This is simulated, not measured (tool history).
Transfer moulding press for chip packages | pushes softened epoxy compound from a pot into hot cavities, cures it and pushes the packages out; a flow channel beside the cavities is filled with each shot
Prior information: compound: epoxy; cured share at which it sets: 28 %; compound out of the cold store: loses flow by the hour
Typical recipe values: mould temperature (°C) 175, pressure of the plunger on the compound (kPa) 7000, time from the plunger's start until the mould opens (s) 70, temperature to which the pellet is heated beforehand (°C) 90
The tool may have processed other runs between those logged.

run	hour	mould temperature (°C)	pressure of the plunger on the compound (kPa)	time from the plunger's start until the mould opens (s)	temperature to which the pellet is heated beforehand (°C)	incoming compound's hours out of the cold store	length that the compound runs in the flow channel (mm)	greatest force on the pins that push the packages out (N)
1	0	175	7000	70	90	20	833	499
# hour 60.7: cavities cleaned with cleaning compound and waxed
2	65.1	175	7000	70	90	15.6	854	501
# hour 129.7: cavities cleaned with cleaning compound and waxed
3	139.6	175	7000	70	90	19.9	831	508
# hour 200.9: cavities cleaned with cleaning compound and waxed
4	206.7	175	7000	52	90	16.8	851	1024
# hour 247.7: plunger's sealing rings changed
# hour 270.5: cavities cleaned with cleaning compound and waxed
5	270.5	175	7000	87	90	36.6	797	416
# hour 336: cavities cleaned with cleaning compound and waxed
6	367.5	175	7000	87	90	34.2	803	421
# hour 407: cavities cleaned with cleaning compound and waxed
7	463.7	175	7000	87	90	41.3	775	416
# hour 472.7: cavities cleaned with cleaning compound and waxed
8	519.5	175	7000	87	90	12.8	854	411
# hour 537: cavities cleaned with cleaning compound and waxed
# hour 547.9: mould's thermocouples calibrated
# hour 571.7: plunger's sealing rings changed
# hour 606.2: cavities cleaned with cleaning compound and waxed
9	611.2	173	7000	70	90	37	791	525
# hour 672.3: cavities cleaned with cleaning compound and waxed
10	693.5	173	7000	70	90	19.6	839	550
# hour 745: cavities cleaned with cleaning compound and waxed
11	757.2	173	7000	70	90	34.9	795	521
12	798.4	173	7000	70	90	19.7	840	546
# hour 811.3: cavities cleaned with cleaning compound and waxed
# hour 884: cavities cleaned with cleaning compound and waxed
# hour 890.4: plunger's sealing rings changed
13	897.3	173	7000	70	90	29.7	811	561
# hour 955.5: cavities cleaned with cleaning compound and waxed
14	965.4	179	6010	110	89	47	698	382
# hour 1023.7: cavities cleaned with cleaning compound and waxed
15	1051.3	179	6010	110	82	20.8	769	401
# hour 1095.7: cavities cleaned with cleaning compound and waxed
16	1131.3	179	6010	110	82	10.5	795	401
# hour 1166.6: cavities cleaned with cleaning compound and waxed
17	1182	179	8710	110	98	9.6	944	418
# hour 1205.8: plunger's sealing rings changed
# hour 1236.3: cavities cleaned with cleaning compound and waxed
18	1239.4	179	8710	110	98	19.4	928	400
19	1296.7	179	8710	110	98	37	870	409
# hour 1304.1: cavities cleaned with cleaning compound and waxed
20	1363.3	175	7670	106	96	14.8	876	412
# hour 1372.9: cavities cleaned with cleaning compound and waxed
21	1407.2	175	7000	71	90	35.2	795	463
# hour 1440: cavities cleaned with cleaning compound and waxed
22	1466.5	172	6090	104	94	16.7	799	402

What does the tool deliver on the next run?
# hour 1509.1: cavities cleaned with cleaning compound and waxed
# hour 1525.4: plunger's sealing rings changed
23	1553.2	172	6090	104	94	9	?	?

Run 23 yielded length that the compound runs in the flow channel (mm) 821, greatest force on the pins that push the packages out (N) 421.
Take away the tool's hidden state, keep the run-to-run variation as it was, and the same run would have given length that the compound runs in the flow channel (mm) 821, greatest force on the pins that push the packages out (N) 416.
